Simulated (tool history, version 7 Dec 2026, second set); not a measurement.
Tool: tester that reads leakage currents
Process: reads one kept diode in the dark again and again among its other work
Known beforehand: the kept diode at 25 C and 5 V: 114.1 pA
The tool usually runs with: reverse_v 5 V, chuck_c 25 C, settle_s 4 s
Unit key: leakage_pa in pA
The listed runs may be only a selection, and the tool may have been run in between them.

run 1 hour=0 | reverse_v=5 chuck_c=25 settle_s=4 | leakage_pa=114.44
run 2 hour=270.5 | reverse_v=5 chuck_c=25 settle_s=4 | leakage_pa=114.84
-- hour=332.9 chuck's temperature calibrated
run 3 hour=474.8 | reverse_v=5 chuck_c=37 settle_s=4 | leakage_pa=313.94
run 4 hour=736.4 | reverse_v=5 chuck_c=37 settle_s=1.56 | leakage_pa=312.28
run 5 hour=866.8 | reverse_v=5 chuck_c=25 settle_s=4 | leakage_pa=114.59
run 6 hour=1046.9 | reverse_v=5 chuck_c=25 settle_s=4 | leakage_pa=114.82
run 7 hour=1242.7 | reverse_v=5 chuck_c=21 settle_s=4 | leakage_pa=80.85
run 8 hour=1513 | reverse_v=5 chuck_c=25 settle_s=4 | leakage_pa=114.46
-- hour=1659.4 probe card cleaned and baked
run 9 hour=1712.8 | reverse_v=5 chuck_c=25 settle_s=9.81 | leakage_pa=114.05
run 10 hour=1970.8 | reverse_v=5 chuck_c=25 settle_s=4 | leakage_pa=114.62
run 11 hour=2114.9 | reverse_v=5 chuck_c=25 settle_s=4 | leakage_pa=114.12
run 12 hour=2399.8 | reverse_v=5 chuck_c=25 settle_s=4 | leakage_pa=114.6
run 13 hour=2525.1 | reverse_v=5 chuck_c=40 settle_s=4 | leakage_pa=397.72
run 14 hour=2679.3 | reverse_v=8.52 chuck_c=25 settle_s=4 | leakage_pa=139.59
run 15 hour=2928.8 | reverse_v=8.52 chuck_c=25 settle_s=4 | leakage_pa=139.21
run 16 hour=3186.7 | reverse_v=8.52 chuck_c=25 settle_s=4 | leakage_pa=139.52
run 17 hour=3424.4 | reverse_v=5 chuck_c=25 settle_s=4 | leakage_pa=114.77
-- hour=3468.1 chuck's temperature calibrated
run 18 hour=3621.5 | reverse_v=5 chuck_c=25 settle_s=4 | leakage_pa=114.68
run 19 hour=3768.8 | reverse_v=5 chuck_c=25 settle_s=4 | leakage_pa=113.89
run 20 hour=3940.2 | reverse_v=5 chuck_c=25 settle_s=4 | leakage_pa=114.2
-- hour=4043.7 tester calibrated
run 21 hour=4093.5 | reverse_v=5.22 chuck_c=24 settle_s=1.02 | leakage_pa=108.43
run 22 hour=4242.8 | reverse_v=5.22 chuck_c=24 settle_s=1.02 | leakage_pa=108.32
run 23 hour=4364.1 | reverse_v=18.47 chuck_c=25 settle_s=4.75 | leakage_pa=184.67
run 24 hour=4632.4 | reverse_v=1.06 chuck_c=22 settle_s=7.91 | leakage_pa=49.44
run 25 hour=4902.9 | reverse_v=1.06 chuck_c=22 settle_s=7.91 | leakage_pa=50.04
run 26 hour=5185 | reverse_v=9.79 chuck_c=36 settle_s=4 | leakage_pa=368.28
-- hour=5333.4 probe card cleaned and baked
run 27 hour=5368.3 | reverse_v=9.79 chuck_c=36 settle_s=4 | leakage_pa=367.73
run 28 hour=5512.4 | reverse_v=5 chuck_c=35 settle_s=4 | leakage_pa=265
run 29 hour=5772.7 | reverse_v=5 chuck_c=59 settle_s=4 | leakage_pa=1636.41
run 30 hour=6024.6 | reverse_v=3.97 chuck_c=23 settle_s=5.96 | leakage_pa=88.5
run 31 hour=6243.7 | reverse_v=5 chuck_c=36 settle_s=4.44 | leakage_pa=287.74
run 32 hour=6470.1 | reverse_v=5 chuck_c=55 settle_s=9.44 | leakage_pa=1222.34
-- hour=6604.9 chuck's temperature calibrated
run 33 hour=6653.2 | reverse_v=5 chuck_c=44 settle_s=9.78 | leakage_pa=544.02
run 34 hour=6930.2 | reverse_v=1.81 chuck_c=26 settle_s=1.14 | leakage_pa=86.86
run 35 hour=7120.9 | reverse_v=5.5 chuck_c=28 settle_s=4.78 | leakage_pa=153.71
run 36 hour=7399.5 | reverse_v=5.5 chuck_c=28 settle_s=4.78 | leakage_pa=153.64
run 37 hour=7586.5 | reverse_v=2.7 chuck_c=51 settle_s=4.78 | leakage_pa=735.4
run 38 hour=7780.7 | reverse_v=2.7 chuck_c=47 settle_s=1.46 | leakage_pa=546.47

4 options for the next run, each taken on its own from the tool as it stands now. Forecast them:
run A hour=7909.2 | reverse_v=9.63 chuck_c=21 settle_s=1.51 | leakage_pa=?
run B hour=7909.2 | reverse_v=1.35 chuck_c=28 settle_s=2.27 | leakage_pa=?
run C hour=7909.2 | reverse_v=2.7 chuck_c=21 settle_s=1.46 | leakage_pa=?
run D hour=7909.2 | reverse_v=1.04 chuck_c=32 settle_s=6.27 | leakage_pa=?

run=A leakage_pa=104.37
run=B leakage_pa=91.31
run=C leakage_pa=64.72
run=D leakage_pa=116.81
Without the tool's hidden state the same runs would have given:
run=A leakage_pa=104.29
run=B leakage_pa=91.34
run=C leakage_pa=64.72
run=D leakage_pa=116.87
